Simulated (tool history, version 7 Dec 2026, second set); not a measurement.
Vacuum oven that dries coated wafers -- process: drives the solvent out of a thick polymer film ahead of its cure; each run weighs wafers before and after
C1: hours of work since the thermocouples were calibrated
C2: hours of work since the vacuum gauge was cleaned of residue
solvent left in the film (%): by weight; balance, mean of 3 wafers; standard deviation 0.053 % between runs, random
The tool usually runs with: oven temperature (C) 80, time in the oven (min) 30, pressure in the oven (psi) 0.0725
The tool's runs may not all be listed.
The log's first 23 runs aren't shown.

{"run": 24, "hour": 375.7, "oven temperature (C)": 88, "time in the oven (min)": 30, "pressure in the oven (psi)": 0.0725, "C1": 33, "C2": 595, "solvent left in the film (%)": 0.76}
{"run": 25, "hour": 388.6, "oven temperature (C)": 79, "time in the oven (min)": 30, "pressure in the oven (psi)": 0.1008, "C1": 40, "C2": 602, "solvent left in the film (%)": 3.36}
{"run": 26, "hour": 407.2, "oven temperature (C)": 88, "time in the oven (min)": 30, "pressure in the oven (psi)": 0.0725, "C1": 50, "C2": 612, "solvent left in the film (%)": 0.71}
{"run": 27, "hour": 418.8, "oven temperature (C)": 74, "time in the oven (min)": 30, "pressure in the oven (psi)": 0.1349, "C1": 56, "C2": 618, "solvent left in the film (%)": 6.2}
{"run": 28, "hour": 433.0, "oven temperature (C)": 76, "time in the oven (min)": 30, "pressure in the oven (psi)": 0.1397, "C1": 63, "C2": 626, "solvent left in the film (%)": 4.97}
{"hour": 441.7, "done": "oven's thermocouples calibrated, once more"}
{"run": 29, "hour": 456.4, "oven temperature (C)": 76, "time in the oven (min)": 21, "pressure in the oven (psi)": 0.1397, "C1": 8, "C2": 637, "solvent left in the film (%)": 6.05}
{"run": 30, "hour": 478.4, "oven temperature (C)": 79, "time in the oven (min)": 16, "pressure in the oven (psi)": 0.0454, "C1": 20, "C2": 649, "solvent left in the film (%)": 5.83}
{"run": 31, "hour": 500.7, "oven temperature (C)": 80, "time in the oven (min)": 21, "pressure in the oven (psi)": 0.0669, "C1": 32, "C2": 661, "solvent left in the film (%)": 3.62}
{"run": 32, "hour": 523.6, "oven temperature (C)": 81, "time in the oven (min)": 19, "pressure in the oven (psi)": 0.1195, "C1": 44, "C2": 673, "solvent left in the film (%)": 4.01}
{"run": 33, "hour": 539.8, "oven temperature (C)": 93, "time in the oven (min)": 30, "pressure in the oven (psi)": 0.0368, "C1": 53, "C2": 682, "solvent left in the film (%)": 0.18}
{"run": 34, "hour": 556.2, "oven temperature (C)": 93, "time in the oven (min)": 30, "pressure in the oven (psi)": 0.0368, "C1": 62, "C2": 691, "solvent left in the film (%)": 0.29}
{"run": 35, "hour": 575.4, "oven temperature (C)": 84, "time in the oven (min)": 30, "pressure in the oven (psi)": 0.0806, "C1": 72, "C2": 701, "solvent left in the film (%)": 0.95}
{"run": 36, "hour": 592.7, "oven temperature (C)": 84, "time in the oven (min)": 30, "pressure in the oven (psi)": 0.0806, "C1": 81, "C2": 710, "solvent left in the film (%)": 0.98}
{"run": 37, "hour": 616.0, "oven temperature (C)": 80, "time in the oven (min)": 31, "pressure in the oven (psi)": 0.0725, "C1": 94, "C2": 723, "solvent left in the film (%)": 1.86}
{"run": 38, "hour": 628.3, "oven temperature (C)": 80, "time in the oven (min)": 31, "pressure in the oven (psi)": 0.0725, "C1": 100, "C2": 730, "solvent left in the film (%)": 1.78}
{"run": 39, "hour": 650.4, "oven temperature (C)": 88, "time in the oven (min)": 31, "pressure in the oven (psi)": 0.0725, "C1": 112, "C2": 741, "solvent left in the film (%)": 0.51}
{"run": 40, "hour": 665.8, "oven temperature (C)": 80, "time in the oven (min)": 30, "pressure in the oven (psi)": 0.0685, "C1": 120, "C2": 750, "solvent left in the film (%)": 1.97}
{"run": 41, "hour": 680.6, "oven temperature (C)": 77, "time in the oven (min)": 36, "pressure in the oven (psi)": 0.0405, "C1": 128, "C2": 758, "solvent left in the film (%)": 2.17}
{"run": 42, "hour": 697.9, "oven temperature (C)": 78, "time in the oven (min)": 18, "pressure in the oven (psi)": 0.2093, "C1": 138, "C2": 767, "solvent left in the film (%)": 6.24}
{"run": 43, "hour": 719.5, "oven temperature (C)": 92, "time in the oven (min)": 36, "pressure in the oven (psi)": 0.0725, "C1": 149, "C2": 778, "solvent left in the film (%)": 0.28}
{"run": 44, "hour": 733.9, "oven temperature (C)": 70, "time in the oven (min)": 21, "pressure in the oven (psi)": 0.1065, "C1": 157, "C2": 786, "solvent left in the film (%)": 9.44}
{"run": 45, "hour": 750.7, "oven temperature (C)": 70, "time in the oven (min)": 21, "pressure in the oven (psi)": 0.1065, "C1": 166, "C2": 795, "solvent left in the film (%)": 9.57}
{"run": 46, "hour": 766.7, "oven temperature (C)": 86, "time in the oven (min)": 53, "pressure in the oven (psi)": 0.1542, "C1": 175, "C2": 804, "solvent left in the film (%)": 0.59}

4 options for the next run, each taken on its own from the tool as it stands now. Forecast them:
{"run": "A", "hour": 785.1, "oven temperature (C)": 74, "time in the oven (min)": 28, "pressure in the oven (psi)": 0.0725, "C1": 184, "C2": 814, "solvent left in the film (%)": "?"}
{"run": "B", "hour": 785.1, "oven temperature (C)": 88, "time in the oven (min)": 17, "pressure in the oven (psi)": 0.0447, "C1": 184, "C2": 814, "solvent left in the film (%)": "?"}
{"run": "C", "hour": 785.1, "oven temperature (C)": 86, "time in the oven (min)": 53, "pressure in the oven (psi)": 0.0563, "C1": 184, "C2": 814, "solvent left in the film (%)": "?"}
{"run": "D", "hour": 785.1, "oven temperature (C)": 65, "time in the oven (min)": 30, "pressure in the oven (psi)": 0.182, "C1": 184, "C2": 814, "solvent left in the film (%)": "?"}

run=A solvent_left_in_the_film_(%)=5.02
run=B solvent_left_in_the_film_(%)=1.72
run=C solvent_left_in_the_film_(%)=0.33
run=D solvent_left_in_the_film_(%)=10.26
Without the tool's unlogged condition, the same runs would have read:
run=A solvent_left_in_the_film_(%)=4.76
run=B solvent_left_in_the_film_(%)=1.55
run=C solvent_left_in_the_film_(%)=0.18
run=D solvent_left_in_the_film_(%)=9.96
